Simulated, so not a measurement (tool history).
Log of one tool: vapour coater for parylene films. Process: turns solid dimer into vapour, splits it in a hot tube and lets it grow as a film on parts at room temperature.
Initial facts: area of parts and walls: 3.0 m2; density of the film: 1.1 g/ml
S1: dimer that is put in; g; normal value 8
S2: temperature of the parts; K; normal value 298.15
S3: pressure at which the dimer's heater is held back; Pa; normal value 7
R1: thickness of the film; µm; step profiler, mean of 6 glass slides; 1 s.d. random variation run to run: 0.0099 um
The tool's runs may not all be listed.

run,hour,S1,S2,S3,R1
1,0,8,298.15,7,1.377
2,43.4,8,298.15,7,1.395
3,78.2,8,298.15,7,1.374
# hour 97.5: table's thermometer calibrated
4,101.9,8,298.15,2.68,1.368
# hour 114.6: trap's valve overhauled
5,133.1,8,298.15,2.68,1.569
6,177.5,8,298.15,2.68,1.545
7,211.7,8,298.15,2.68,1.533
8,237.8,8,298.15,2.68,1.525
9,263.8,8,298.15,2.68,1.498
10,284.9,8,290.15,2.68,2.105
11,313.4,8,290.15,2.68,2.087
12,334.8,8,298.15,7,1.379
13,353.5,8,298.15,7,1.37
14,398.4,8,298.15,7,1.36
15,423.2,13,290.15,6.3,3.082
16,442.1,8,298.15,2.63,1.433
17,471.4,12,293.15,2.63,2.621
18,504.7,12,293.15,2.63,2.597
19,523.5,8,300.15,10.45,1.182
20,551.8,9,299.15,7,1.413
# hour 560.7: trap's valve overhauled
21,595.2,5,293.15,5.03,1.173
22,632.5,5,295.15,7.71,1.022
23,676.9,4,299.15,2.23,0.745
24,700.3,4,299.15,2.23,0.749
25,736.4,6,299.15,2.23,1.117
26,761.2,6,299.15,2.23,1.105
27,802.2,7,298.15,6.71,1.212

Below, some changes in R1 between adjacent runs. For each, the amount present without the hidden state too (settings, incoming material, random variation) and the amount remaining for the hidden state with gauge scatter not shared by both compared results:
Hidden state present: vapour lost through the trap's worn valve, %; true temperature of the parts over the reading, C; drift of the gauge itself on film_um, %.
Run 4 -> 5: trap's valve overhauled. R1 +0.201 µm: hidden state +0.206, all else -0.005.
Run 14 -> 15: S1 8 -> 13, S2 298.15 -> 290.15, S3 7 -> 6.3. R1 +1.722 µm: hidden state -0.184, all else +1.906.
Run 15 -> 16: S1 13 -> 8, S2 290.15 -> 298.15, S3 6.3 -> 2.63. R1 -1.649 µm: hidden state +0.157, all else -1.806.
Run 20 -> 21: S1 9 -> 5, S2 299.15 -> 293.15, S3 7 -> 5.03, trap's valve overhauled. R1 -0.24 µm: hidden state +0.208, all else -0.448.
